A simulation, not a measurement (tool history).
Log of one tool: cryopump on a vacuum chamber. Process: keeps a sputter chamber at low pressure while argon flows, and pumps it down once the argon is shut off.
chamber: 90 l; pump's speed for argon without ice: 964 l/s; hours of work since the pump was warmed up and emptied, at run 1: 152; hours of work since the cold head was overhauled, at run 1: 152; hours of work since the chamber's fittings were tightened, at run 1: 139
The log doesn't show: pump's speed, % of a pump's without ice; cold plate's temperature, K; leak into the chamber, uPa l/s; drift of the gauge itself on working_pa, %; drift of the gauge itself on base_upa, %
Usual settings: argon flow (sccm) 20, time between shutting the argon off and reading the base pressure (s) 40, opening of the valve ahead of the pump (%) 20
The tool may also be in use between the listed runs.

run   hour  argon flow (sccm)  time between shutting the argon off and reading the base pressure (s)  opening of the valve ahead of the pump (%)  hours of work since the pump was warmed up and emptied  hours of work since the cold head was overhauled  hours of work since the chamber's fittings were tightened  pressure while argon flows (Pa)  pressure after the wait (uPa)
  1      0                 20                                                                     40                                          20                                                     152                                               152                                                        139                           0.1786                           3.59
  2    8.8                 20                                                                     40                                          20                                                     156                                               156                                                        143                           0.1783                           3.53
  3   25.1                 20                                                                     40                                          20                                                     163                                               163                                                        150                           0.1778                           3.54
  4   41.2                 20                                                                     40                                          20                                                     170                                               170                                                        157                           0.1783                           3.64
  5   57.4                 20                                                                     40                                          20                                                     177                                               177                                                        164                           0.1792                            3.6
  6   66.4                 20                                                                     40                                          20                                                     181                                               181                                                        168                           0.1795                           3.58
  7   81.1                 23                                                                     40                                          20                                                     187                                               187                                                        174                           0.2056                           3.63
  8   90.5                 23                                                                     40                                          20                                                     192                                               192                                                        178                           0.2053                           3.61
  9  107.3                 23                                                                     40                                          20                                                     199                                               199                                                        186                           0.2063                           3.58
 10  121.3                 20                                                                     40                                          20                                                     205                                               205                                                        192                            0.178                           3.51
 11    139                 20                                                                     40                                          20                                                     212                                               212                                                        199                           0.1788                           3.46
 12  151.3                 20                                                                     40                                          20                                                     218                                               218                                                        205                            0.179                           3.51
 13  163.2                 20                                                                     40                                          20                                                     223                                               223                                                        210                           0.1793                           3.58
 14  172.7                 20                                                                     40                                          20                                                     227                                               227                                                        214                           0.1793                           3.55
 15    183                 20                                                                     40                                          20                                                     231                                               231                                                        218                           0.1793                           3.65
 16  194.2                 20                                                                     40                                          20                                                     236                                               236                                                        223                           0.1796                           3.62
 17    208                 20                                                                     40                                          20                                                     242                                               242                                                        229                           0.1807                           3.67
 18  221.7                 36                                                                     99                                          45                                                     248                                               248                                                        235                           0.1482                           1.86
 19  236.9                 30                                                                     44                                          56                                                     255                                               255                                                        242                            0.101                           3.35
 20  248.9                 30                                                                     44                                          56                                                     260                                               260                                                        247                           0.1014                           3.32
 21  257.8                 11                                                                    233                                          22                                                     264                                               264                                                        251                           0.0896                           1.07
 22  276.3                 11                                                                    233                                          22                                                     272                                               272                                                        259                           0.0905                            1.1
 23  292.5                 20                                                                     51                                          46                                                     279                                               279                                                        266                           0.0814                           3.04
 24  300.7                 22                                                                     40                                          26                                                     282                                               282                                                        269                           0.1546                           3.62
 25  316.1                 22                                                                     40                                          26                                                     289                                               289                                                        276                            0.154                           3.54
 26  327.3                 22                                                                     40                                          26                                                     294                                               294                                                        281                           0.1555                            3.7
 27  340.2                 16                                                                     40                                          40                                                     299                                               299                                                        286                           0.0748                           3.73
 28    355                 13                                                                    276                                          40                                                     306                                               306                                                        292                           0.0606                           1.08
 29  370.5                 21                                                                     30                                          22                                                     312                                               312                                                        299                            0.174                           4.69
 30  385.3                 20                                                                     41                                          44                                                     319                                               319                                                        306                           0.0862                           3.68
 31  396.7                 20                                                                     41                                          44                                                     324                                               324                                                        310                           0.0854                           3.64
 32  407.5                 20                                                                     41                                          44                                                     328                                               328                                                        315                            0.086                           3.66
 33  415.2                 10                                                                     92                                          21                                                     332                                               332                                                        318                           0.0863                           2.03
 34    430                 10                                                                     92                                          21                                                     338                                               338                                                        325                           0.0861                           1.98

The same runs without the tool's hidden state, with the same run-to-run variation:
run  pressure while argon flows (Pa)  pressure after the wait (uPa)
  1                           0.1757                           3.44
  2                           0.1753                           3.38
  3                           0.1747                           3.38
  4                           0.1751                           3.47
  5                           0.1758                           3.43
  6                           0.1761                            3.4
  7                           0.2016                           3.45
  8                           0.2012                           3.42
  9                            0.202                           3.38
 10                           0.1742                           3.32
 11                           0.1749                           3.26
 12                            0.175                            3.3
 13                           0.1752                           3.36
 14                           0.1751                           3.33
 15                            0.175                           3.42
 16                           0.1752                           3.39
 17                           0.1762                           3.43
 18                             0.14                           1.61
 19                           0.0939                           3.09
 20                           0.0942                           3.07
 21                            0.087                           0.81
 22                           0.0878                           0.83
 23                           0.0762                           2.76
 24                           0.1488                           3.33
 25                           0.1482                           3.26
 26                           0.1495                           3.41
 27                           0.0703                           3.42
 28                           0.0569                           0.76
 29                           0.1679                           4.37
 30                           0.0803                           3.35
 31                           0.0794                           3.31
 32                           0.0799                           3.33
 33                           0.0832                           1.68
 34                            0.083                           1.63
